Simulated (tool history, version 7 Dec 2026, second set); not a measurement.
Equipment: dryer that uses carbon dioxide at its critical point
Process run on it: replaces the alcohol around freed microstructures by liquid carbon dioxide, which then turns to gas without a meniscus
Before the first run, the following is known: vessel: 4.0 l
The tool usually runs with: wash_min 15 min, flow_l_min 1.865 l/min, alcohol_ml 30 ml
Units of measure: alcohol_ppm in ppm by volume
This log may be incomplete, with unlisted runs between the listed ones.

run,hour,wash_min,flow_l_min,alcohol_ml,alcohol_ppm
1,0.0,15,1.865,30,109
2,17.0,15,1.865,104,144
3,41.7,15,1.865,104,143
4,63.7,15,1.865,104,152
# hour 71.1: inlet filter changed
5,78.8,15,1.865,104,145
6,104.5,15,1.865,30,106
7,127.2,15,1.865,30,103
8,149.8,15,1.865,101,143
9,167.9,15,1.865,30,119
10,184.2,15,1.865,30,118
11,195.3,15,1.865,30,108
12,208.0,9,1.865,30,280
13,229.4,9,1.865,30,275
14,240.7,9,1.865,30,285
15,261.7,9,1.865,30,289
16,275.5,9,1.865,30,276

The next listed run, before its measurement:
17,296.8,9,1.865,30,?

{"run 17": {"alcohol_ppm": 287}}
Take away the tool's hidden state, keep the run-to-run variation as it was, and the same run would have given alcohol_ppm 170 ppm by volume.
